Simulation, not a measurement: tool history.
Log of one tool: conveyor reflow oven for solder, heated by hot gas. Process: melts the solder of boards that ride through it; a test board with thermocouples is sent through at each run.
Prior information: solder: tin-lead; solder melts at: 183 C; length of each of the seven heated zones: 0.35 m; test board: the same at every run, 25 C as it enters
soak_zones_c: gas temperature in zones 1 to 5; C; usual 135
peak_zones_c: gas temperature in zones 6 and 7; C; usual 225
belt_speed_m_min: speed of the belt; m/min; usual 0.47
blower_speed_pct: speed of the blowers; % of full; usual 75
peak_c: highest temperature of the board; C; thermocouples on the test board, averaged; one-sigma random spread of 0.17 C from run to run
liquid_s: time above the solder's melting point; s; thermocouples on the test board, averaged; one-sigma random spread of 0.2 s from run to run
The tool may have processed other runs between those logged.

Run 1, hour 0: usual settings. Result: peak_c 208.5 C, liquid_s 58.1 s.
Run 2, hour 56.7: usual settings. Result: peak_c 208.7 C, liquid_s 57.8 s.
Run 3, hour 104.7: usual settings. Result: peak_c 208.3 C, liquid_s 58 s.
Run 4, hour 167.2: usual settings. Result: peak_c 208.1 C, liquid_s 57.9 s.
Run 5, hour 217.2: usual settings. Result: peak_c 207.9 C, liquid_s 58 s.
At hour 268.2: flux residue cleaned out of gas plates and filters.
Run 6, hour 279.3: usual settings. Result: peak_c 207.7 C, liquid_s 56.9 s.
At hour 302.6: belt drive overhauled, speed set with a stopwatch.
Run 7, hour 345.8: usual settings but belt_speed_m_min 0.396 m/min. Result: peak_c 211.7 C, liquid_s 73.7 s.
Run 8, hour 405.3: usual settings but soak_zones_c 147 C, belt_speed_m_min 0.396 m/min. Result: peak_c 213.2 C, liquid_s 81.6 s.
Run 9, hour 453.2: usual settings but soak_zones_c 140 C, peak_zones_c 217 C, belt_speed_m_min 0.425 m/min, blower_speed_pct 74 % of full. Result: peak_c 203.2 C, liquid_s 59.4 s.
Run 10, hour 494.6: usual settings but soak_zones_c 140 C, peak_zones_c 217 C, belt_speed_m_min 0.417 m/min, blower_speed_pct 74 % of full. Result: peak_c 203.4 C, liquid_s 60.9 s.
Run 11, hour 521.9: usual settings but soak_zones_c 140 C, peak_zones_c 233 C, belt_speed_m_min 0.417 m/min, blower_speed_pct 74 % of full. Result: peak_c 217.7 C, liquid_s 77.9 s.
Run 12, hour 581.1: usual settings but soak_zones_c 145 C, peak_zones_c 235 C, belt_speed_m_min 0.417 m/min, blower_speed_pct 81 % of full. Result: peak_c 220.8 C, liquid_s 83.3 s.
At hour 640.5: flux residue cleaned out of gas plates and filters, once more.
Run 13, hour 640.5: usual settings but peak_zones_c 219 C, blower_speed_pct 60 % of full. Result: peak_c 200.8 C, liquid_s 45.6 s.

Each row is a separate what-if for the run after 13, all from the same tool condition, not one after another. Results?
Run A, hour 667: usual settings but blower_speed_pct 79 % of full. Result: peak_c ?, liquid_s ?.
Run B, hour 667: usual settings but soak_zones_c 125 C, peak_zones_c 231 C, blower_speed_pct 80 % of full. Result: peak_c ?, liquid_s ?.
Run C, hour 667: usual settings but soak_zones_c 145 C, peak_zones_c 215 C, belt_speed_m_min 0.397 m/min, blower_speed_pct 60 % of full. Result: peak_c ?, liquid_s ?.
Run D, hour 667: usual settings but soak_zones_c 121 C, peak_zones_c 219 C, blower_speed_pct 83 % of full. Result: peak_c ?, liquid_s ?.
Run E, hour 667: usual settings but belt_speed_m_min 0.553 m/min, blower_speed_pct 53 % of full. Result: peak_c ?, liquid_s ?.

run  peak_c  liquid_s
  A   208.7      58.3
  B   212.5      58.3
  C   203.2      67.2
  D   201.5      44.5
  E     198      32.7
Stripped of hidden state, with their random variation kept, the same runs would have yielded:
run  peak_c  liquid_s
  A   210.3      59.8
  B   214.1      59.6
  C   204.8      69.4
  D   203.1      46.5
  E   199.3      34.5

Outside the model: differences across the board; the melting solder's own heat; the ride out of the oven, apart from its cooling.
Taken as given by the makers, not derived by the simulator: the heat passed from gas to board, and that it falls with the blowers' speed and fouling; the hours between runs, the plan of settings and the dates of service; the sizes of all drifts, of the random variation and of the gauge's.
